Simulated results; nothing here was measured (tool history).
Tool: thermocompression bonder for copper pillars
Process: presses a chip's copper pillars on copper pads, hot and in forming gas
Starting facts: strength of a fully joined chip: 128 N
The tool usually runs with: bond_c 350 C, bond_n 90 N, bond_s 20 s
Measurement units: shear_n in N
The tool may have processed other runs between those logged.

run	hour	bond_c	bond_n	bond_s	shear_n
1	0	350	90	20	62.9
2	23.7	350	90	20	59.8
# hour 38.7: forming gas filter changed
3	53.4	350	90	40	82.9
4	69.4	327	90	20	57.6
5	97	327	90	20	59.9
6	119	327	90	20	57.9
7	135.8	327	90	20	56.5
8	148.6	327	90	20	57.9
9	174.2	326	88	20	57
10	191.4	332	77	20	52.9
11	222.5	346	65	18	49.6
12	242.1	346	65	18	48.9
13	264.4	346	65	18	49.1
14	279.3	346	65	18	48.2
15	310.9	371	65	35	71.3
16	330.5	324	102	15	54.9

Predict each of these 5 candidate next runs independently; none follows another, all start after run 16:
A	346.5	358	121	51	?
B	346.5	350	90	22	?
C	346.5	328	64	21	?
D	346.5	332	132	20	?
E	346.5	329	61	58	?

run	shear_n
A	106.4
B	69.4
C	45
D	79.4
E	62.6
With no hidden state in the tool, these same runs would have given:
run	shear_n
A	106.1
B	67.6
C	43.2
D	77.6
E	60.6
